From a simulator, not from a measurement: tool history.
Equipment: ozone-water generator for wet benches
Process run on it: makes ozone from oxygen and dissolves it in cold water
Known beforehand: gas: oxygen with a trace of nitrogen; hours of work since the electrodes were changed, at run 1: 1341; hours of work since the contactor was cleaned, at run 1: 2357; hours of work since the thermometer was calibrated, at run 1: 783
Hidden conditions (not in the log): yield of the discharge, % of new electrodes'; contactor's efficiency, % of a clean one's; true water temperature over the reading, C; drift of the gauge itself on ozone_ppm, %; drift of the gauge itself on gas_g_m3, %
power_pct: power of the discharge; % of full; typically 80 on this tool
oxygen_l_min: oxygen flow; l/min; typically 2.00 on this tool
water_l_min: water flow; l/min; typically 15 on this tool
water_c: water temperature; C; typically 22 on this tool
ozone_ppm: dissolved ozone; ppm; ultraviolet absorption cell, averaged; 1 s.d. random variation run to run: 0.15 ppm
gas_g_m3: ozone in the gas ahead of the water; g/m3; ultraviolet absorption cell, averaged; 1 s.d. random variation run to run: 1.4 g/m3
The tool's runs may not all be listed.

run	hour	power_pct	oxygen_l_min	water_l_min	water_c	hours of work since the electrodes were changed	hours of work since the contactor was cleaned	hours of work since the thermometer was calibrated	ozone_ppm	gas_g_m3
1	0.0	80	2.00	15	22	1341	2357	783	18.9	247.2
2	74.9	80	2.00	15	22	1412	2428	854	19.1	247.4
3	204.1	80	1.98	15	22	1535	2551	977	19.0	247.4
4	268.7	80	1.98	15	22	1596	2612	1038	18.9	247.9
5	381.6	80	1.98	15	22	1703	2719	1145	18.7	247.2
6	492.7	80	2.01	15	22	1809	2825	1251	18.7	245.7
7	627.8	62	2.00	15	22	1937	2953	1379	16.3	215.7
8	745.3	62	2.00	15	22	2049	3064	1491	16.2	214.1
9	867.7	75	2.00	15	22	2165	3181	1607	18.3	234.7
10	996.0	75	2.00	15	22	2287	3302	1729	18.1	237.3
11	1094.6	80	2.00	15	22	2380	3396	1822	18.7	245.6
12	1173.7	80	2.00	15	22	2455	3471	1897	18.7	244.0
13	1240.2	80	2.00	10	22	2519	3534	1961	25.4	246.0
14	1355.9	80	2.00	10	22	2628	3644	2070	25.1	243.6
15	1442.5	80	2.00	10	22	2711	3726	2153	25.2	243.4
16	1529.0	80	2.00	21	22	2793	3808	2235	13.8	242.9
17	1665.0	45	2.00	21	18	2922	3938	2364	10.2	178.9
18	1748.8	45	2.00	21	18	3001	4017	2443	10.4	176.7
19	1804.5	89	1.36	15	22	3054	4070	2496	18.2	318.2
20	1933.4	89	1.36	15	22	3177	4192	2619	18.2	317.0
21	2062.9	80	1.55	15	22	3300	4315	2742	17.6	277.2
22	2177.3	80	2.28	15	22	3408	4424	2850	18.9	226.1
23	2237.6	80	2.28	15	22	3465	4481	2907	18.7	226.0
24	2302.2	80	2.58	23	18	3527	4542	2969	13.6	211.0
# hour 2359.3: water thermometer calibrated
25	2391.2	49	3.30	15	21	3611	4626	30	14.7	141.9
26	2471.4	65	1.23	15	22	3687	4703	106	14.9	279.9
27	2553.6	65	1.23	15	22	3765	4781	184	14.8	278.6
28	2614.1	65	1.23	15	22	3822	4838	242	14.8	278.3
29	2721.6	65	1.23	15	22	3924	4940	344	14.8	278.5
30	2857.8	65	1.23	15	22	4054	5069	473	15.0	278.5

Expected results for the next run?
31	2948.5	65	2.02	15	20	4140	5155	559	?	?

ozone_ppm: 16.5 ppm
gas_g_m3: 212.2 g/m3
Take away the tool's hidden state, keep the run-to-run variation as it was, and the same run would have given ozone_ppm 17.8 ppm, gas_g_m3 224.6 g/m3.

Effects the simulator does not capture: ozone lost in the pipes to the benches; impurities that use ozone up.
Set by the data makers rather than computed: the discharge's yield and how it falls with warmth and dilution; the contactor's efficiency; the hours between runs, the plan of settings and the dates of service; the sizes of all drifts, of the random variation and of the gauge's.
